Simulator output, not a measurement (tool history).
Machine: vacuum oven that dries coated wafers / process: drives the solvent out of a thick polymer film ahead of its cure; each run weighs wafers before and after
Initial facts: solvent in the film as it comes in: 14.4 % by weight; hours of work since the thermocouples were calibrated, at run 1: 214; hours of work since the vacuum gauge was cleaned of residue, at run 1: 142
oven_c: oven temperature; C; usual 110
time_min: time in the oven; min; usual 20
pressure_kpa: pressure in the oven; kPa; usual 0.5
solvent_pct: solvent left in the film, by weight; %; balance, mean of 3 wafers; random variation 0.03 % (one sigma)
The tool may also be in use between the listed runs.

run	hour	oven_c	time_min	pressure_kpa	hours of work since the thermocouples were calibrated	hours of work since the vacuum gauge was cleaned of residue	solvent_pct
1	0	110	20	0.5	214	142	1.23
2	80.1	110	20	0.306	253	181	1.14
3	159.6	110	20	0.306	292	219	1.15
4	265	110	20	0.306	343	271	1.18
5	341	110	20	1.645	380	308	1.79
6	444.2	110	11	0.5	431	358	3.19
7	532.1	110	20	0.344	473	401	1.22
8	602.6	110	20	0.5	508	435	1.32
9	711.1	110	20	0.5	561	488	1.27
10	794.9	109	34	0.5	601	529	0.52
# hour 848: oven's thermocouples calibrated
11	849	111	13	0.602	0	554	2.49
12	904.9	111	13	0.602	28	581	2.45
13	958.2	111	13	0.602	54	607	2.37
14	1069	111	13	0.602	108	661	2.5
15	1170.6	111	13	0.602	157	711	2.49
16	1250.5	122	14	0.878	196	750	1

For each entry between runs, how does the tool's hidden state at the last listed run before it compare with that at the first listed run after it?
From run 10 to run 11: oven's thermocouples calibrated (hour 848)
  true wafer temperature over the reading, C: 0.82 -> 0.71; true pressure over the reading, kPa: 0.229 -> 0.241
  measured less the result without the state, solvent_pct: +0.08 -> -0.02 %

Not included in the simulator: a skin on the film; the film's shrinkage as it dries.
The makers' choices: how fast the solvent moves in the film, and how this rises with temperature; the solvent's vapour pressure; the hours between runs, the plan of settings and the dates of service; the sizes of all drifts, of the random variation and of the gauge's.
